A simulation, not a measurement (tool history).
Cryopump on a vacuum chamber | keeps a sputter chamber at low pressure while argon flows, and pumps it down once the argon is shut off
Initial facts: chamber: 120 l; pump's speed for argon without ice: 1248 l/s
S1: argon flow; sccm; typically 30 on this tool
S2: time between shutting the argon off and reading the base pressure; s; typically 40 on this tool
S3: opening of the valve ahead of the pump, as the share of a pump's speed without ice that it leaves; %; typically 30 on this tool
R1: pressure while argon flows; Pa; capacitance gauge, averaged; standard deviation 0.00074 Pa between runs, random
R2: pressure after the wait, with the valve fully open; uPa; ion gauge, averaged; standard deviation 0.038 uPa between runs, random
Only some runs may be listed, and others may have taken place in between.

run 1 hour=0 | S1=30 S2=40 S3=30 | R1=0.1507 R2=2.39
run 2 hour=78.9 | S1=30 S2=40 S3=30 | R1=0.1509 R2=2.55
run 3 hour=148.8 | S1=30 S2=40 S3=30 | R1=0.1542 R2=2.57
run 4 hour=215.4 | S1=30 S2=40 S3=30 | R1=0.1555 R2=2.64
run 5 hour=265.5 | S1=30 S2=40 S3=30 | R1=0.1574 R2=2.82
-- hour=308.8 pump warmed up, emptied and cooled again
run 6 hour=316 | S1=30 S2=40 S3=30 | R1=0.1373 R2=2.54
run 7 hour=382.1 | S1=13 S2=295 S3=41 | R1=0.043 R2=0.99
run 8 hour=424 | S1=22 S2=40 S3=30 | R1=0.1004 R2=2.65
run 9 hour=473.6 | S1=30 S2=202 S3=52 | R1=0.08 R2=1.21
run 10 hour=527.7 | S1=30 S2=147 S3=30 | R1=0.1375 R2=1.35

Consider 5 possible next runs. They are alternatives, not a sequence: every one starts from the tool as it was left by run 10. What does each give?
run A hour=600 | S1=19 S2=67 S3=26 | R1=? R2=?
run B hour=600 | S1=40 S2=224 S3=30 | R1=? R2=?
run C hour=600 | S1=36 S2=40 S3=41 | R1=? R2=?
run D hour=600 | S1=15 S2=183 S3=16 | R1=? R2=?
run E hour=600 | S1=28 S2=72 S3=30 | R1=? R2=?

run=A R1=0.1011 R2=2.07
run=B R1=0.1862 R2=1.24
run=C R1=0.1247 R2=2.81
run=D R1=0.1303 R2=1.34
run=E R1=0.1297 R2=2
Had the tool no hidden state, the same runs would have come out as:
run=A R1=0.0984 R2=1.38
run=B R1=0.1806 R2=0.55
run=C R1=0.1196 R2=2.12
run=D R1=0.1282 R2=0.66
run=E R1=0.1258 R2=1.31
